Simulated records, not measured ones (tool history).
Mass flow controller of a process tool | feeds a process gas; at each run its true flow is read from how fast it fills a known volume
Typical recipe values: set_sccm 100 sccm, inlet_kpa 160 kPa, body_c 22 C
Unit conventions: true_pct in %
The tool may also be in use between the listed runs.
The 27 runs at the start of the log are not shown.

run 28 hour=4949.4 | set_sccm=100 inlet_kpa=152 body_c=25 | true_pct=99.49
run 29 hour=5113.1 | set_sccm=21 inlet_kpa=160 body_c=27 | true_pct=99.53
run 30 hour=5283.2 | set_sccm=21 inlet_kpa=160 body_c=27 | true_pct=99.8
run 31 hour=5448.7 | set_sccm=50 inlet_kpa=155 body_c=20 | true_pct=99.89
run 32 hour=5681.3 | set_sccm=100 inlet_kpa=201 body_c=30 | true_pct=99.8
run 33 hour=5784.4 | set_sccm=108 inlet_kpa=160 body_c=38 | true_pct=99.38
run 34 hour=6025.9 | set_sccm=132 inlet_kpa=140 body_c=39 | true_pct=99.56
run 35 hour=6185.3 | set_sccm=132 inlet_kpa=140 body_c=39 | true_pct=99.61
run 36 hour=6399.3 | set_sccm=100 inlet_kpa=208 body_c=34 | true_pct=100.05
run 37 hour=6574.6 | set_sccm=36 inlet_kpa=256 body_c=22 | true_pct=101.16
run 38 hour=6732.6 | set_sccm=36 inlet_kpa=256 body_c=22 | true_pct=101.26
run 39 hour=6867.6 | set_sccm=36 inlet_kpa=256 body_c=22 | true_pct=101.58
run 40 hour=6999.7 | set_sccm=100 inlet_kpa=160 body_c=30 | true_pct=100.35
run 41 hour=7137.5 | set_sccm=74 inlet_kpa=210 body_c=21 | true_pct=101.28
run 42 hour=7356.2 | set_sccm=74 inlet_kpa=270 body_c=21 | true_pct=101.61
run 43 hour=7485.2 | set_sccm=20 inlet_kpa=191 body_c=21 | true_pct=103.11
run 44 hour=7686.9 | set_sccm=72 inlet_kpa=191 body_c=21 | true_pct=101.59
run 45 hour=7869.4 | set_sccm=41 inlet_kpa=160 body_c=22 | true_pct=101.97
run 46 hour=8030.8 | set_sccm=100 inlet_kpa=229 body_c=38 | true_pct=100.9
run 47 hour=8244.4 | set_sccm=100 inlet_kpa=229 body_c=38 | true_pct=100.91

4 ways to go on from here, each from the tool as it stands after run 47. What would each give?
run A hour=8425.9 | set_sccm=125 inlet_kpa=229 body_c=27 | true_pct=?
run B hour=8425.9 | set_sccm=100 inlet_kpa=229 body_c=28 | true_pct=?
run C hour=8425.9 | set_sccm=100 inlet_kpa=229 body_c=32 | true_pct=?
run D hour=8425.9 | set_sccm=100 inlet_kpa=188 body_c=20 | true_pct=?

run=A true_pct=101.7
run=B true_pct=101.48
run=C true_pct=101.5
run=D true_pct=101.94
Take away the tool's hidden state, keep each run's random variation, and the runs would have read:
run=A true_pct=99.3
run=B true_pct=98.93
run=C true_pct=98.95
run=D true_pct=99.39

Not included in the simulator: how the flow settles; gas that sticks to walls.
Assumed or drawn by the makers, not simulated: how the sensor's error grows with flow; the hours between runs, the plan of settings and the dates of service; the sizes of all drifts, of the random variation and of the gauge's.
